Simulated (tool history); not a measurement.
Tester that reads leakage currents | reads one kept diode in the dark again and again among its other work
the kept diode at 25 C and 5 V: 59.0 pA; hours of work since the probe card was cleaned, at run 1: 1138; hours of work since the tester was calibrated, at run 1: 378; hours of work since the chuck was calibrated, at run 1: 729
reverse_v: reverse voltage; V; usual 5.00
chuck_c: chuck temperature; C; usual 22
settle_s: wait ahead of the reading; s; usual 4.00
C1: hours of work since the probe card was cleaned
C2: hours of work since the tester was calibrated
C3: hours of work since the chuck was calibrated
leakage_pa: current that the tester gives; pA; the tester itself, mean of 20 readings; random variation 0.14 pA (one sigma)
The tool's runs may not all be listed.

Run 1, hour 0.0: usual settings; C1 1138; C2 378; C3 729. Result: leakage_pa 48.47 pA.
Run 2, hour 39.0: usual settings but reverse_v 3.48 V; C1 1159; C2 398; C3 749. Result: leakage_pa 41.76 pA.
Run 3, hour 102.5: usual settings but reverse_v 3.48 V; C1 1192; C2 432; C3 783. Result: leakage_pa 42.07 pA.
Run 4, hour 182.9: usual settings but reverse_v 3.48 V; C1 1235; C2 474; C3 825. Result: leakage_pa 42.28 pA.
Run 5, hour 252.1: usual settings; C1 1271; C2 511; C3 862. Result: leakage_pa 49.46 pA.
Run 6, hour 315.1: usual settings; C1 1305; C2 544; C3 895. Result: leakage_pa 49.44 pA.
Run 7, hour 366.0: usual settings; C1 1331; C2 571; C3 922. Result: leakage_pa 49.71 pA.
Run 8, hour 447.0: usual settings; C1 1374; C2 614; C3 965. Result: leakage_pa 49.81 pA.
Run 9, hour 493.7: usual settings; C1 1399; C2 638; C3 989. Result: leakage_pa 50.01 pA.
Run 10, hour 540.2: usual settings but settle_s 0.98 s; C1 1424; C2 663; C3 1014. Result: leakage_pa 50.76 pA.
Run 11, hour 620.3: usual settings but settle_s 0.98 s; C1 1466; C2 705; C3 1056. Result: leakage_pa 50.89 pA.
Run 12, hour 665.6: usual settings but settle_s 6.83 s; C1 1490; C2 729; C3 1080. Result: leakage_pa 50.17 pA.
Run 13, hour 746.8: usual settings but reverse_v 2.01 V, chuck_c 36 C, settle_s 0.63 s; C1 1533; C2 772; C3 1123. Result: leakage_pa 116.52 pA.
Run 14, hour 807.7: usual settings but reverse_v 2.14 V, chuck_c 44 C, settle_s 0.46 s; C1 1565; C2 804; C3 1155. Result: leakage_pa 231.37 pA.
Run 15, hour 843.2: usual settings but reverse_v 2.14 V, chuck_c 44 C, settle_s 0.46 s; C1 1584; C2 823; C3 1174. Result: leakage_pa 230.48 pA.

Run 16 comes next. What will it give?
Run 16, hour 920.7: usual settings but reverse_v 6.87 V, chuck_c 44 C, settle_s 0.47 s; C1 1625; C2 864; C3 1215. Result: leakage_pa ?.

leakage_pa: 373.85 pA
Without the tool's hidden state the same run would have given leakage_pa 344.78 pA.
